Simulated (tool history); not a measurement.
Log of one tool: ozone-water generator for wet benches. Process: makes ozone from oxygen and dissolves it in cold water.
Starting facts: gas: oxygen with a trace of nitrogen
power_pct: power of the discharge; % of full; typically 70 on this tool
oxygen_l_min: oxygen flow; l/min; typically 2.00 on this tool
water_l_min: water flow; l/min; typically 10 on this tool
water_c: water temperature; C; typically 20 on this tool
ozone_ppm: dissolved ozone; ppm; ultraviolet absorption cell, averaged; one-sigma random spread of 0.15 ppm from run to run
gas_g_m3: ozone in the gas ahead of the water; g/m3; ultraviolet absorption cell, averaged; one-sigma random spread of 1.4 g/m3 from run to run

run	hour	power_pct	oxygen_l_min	water_l_min	water_c	ozone_ppm	gas_g_m3
1	0.0	70	2.00	10	20	17.7	263.7
2	25.5	70	2.00	10	21	17.3	264.4
3	46.2	70	2.00	10	21	17.4	261.5
4	61.0	70	1.24	10	21	17.7	365.0
5	85.1	70	1.24	10	21	17.7	359.9
6	109.3	70	1.24	10	21	17.5	363.9
7	125.8	70	2.00	10	21	17.3	263.9
8	143.6	70	2.00	10	21	17.2	262.0
9	179.7	70	2.95	10	20	16.8	205.4
10	214.5	70	2.95	10	20	16.7	205.1
11	233.2	70	1.26	10	20	17.6	361.4
12	250.3	70	1.64	10	20	17.8	303.5
13	283.7	70	1.64	10	20	17.8	303.6
14	313.5	70	1.64	10	20	17.7	300.3
15	328.9	70	1.64	10	20	17.3	305.5
16	348.9	70	1.64	10	20	17.9	303.6
17	377.1	70	2.00	13	20	13.5	265.6
18	397.5	70	2.00	13	20	13.7	268.3
19	413.3	70	2.00	13	20	13.5	264.6
20	440.0	70	1.47	8	20	21.9	328.7
21	464.7	96	1.20	10	20	22.8	485.7
22	498.0	70	2.13	13	25	12.8	255.9
23	530.0	70	2.13	13	25	12.8	260.8
24	566.8	49	2.78	13	25	9.4	160.4
25	593.4	49	2.78	13	25	9.4	161.0
# hour 603.7: water thermometer calibrated
26	621.3	49	2.78	13	25	9.4	161.1
27	643.1	42	1.07	7	18	17.3	270.3
28	672.8	42	1.07	7	15	17.7	274.8
29	702.3	42	1.07	7	15	17.8	272.1
30	723.7	57	1.07	7	14	22.9	347.1

4 options for the next run, each taken on its own from the tool as it stands now. Forecast them:
A	757.1	57	2.00	12	18	?	?
B	757.1	70	2.00	8	20	?	?
C	757.1	57	3.10	7	14	?	?
D	757.1	56	2.19	9	20	?	?

run	ozone_ppm	gas_g_m3
A	12.7	228.0
B	21.8	269.0
C	21.2	171.9
D	16.0	212.0
With no hidden state in the tool, these same runs would have given:
run	ozone_ppm	gas_g_m3
A	12.8	223.3
B	21.8	263.4
C	21.2	168.3
D	16.0	207.6
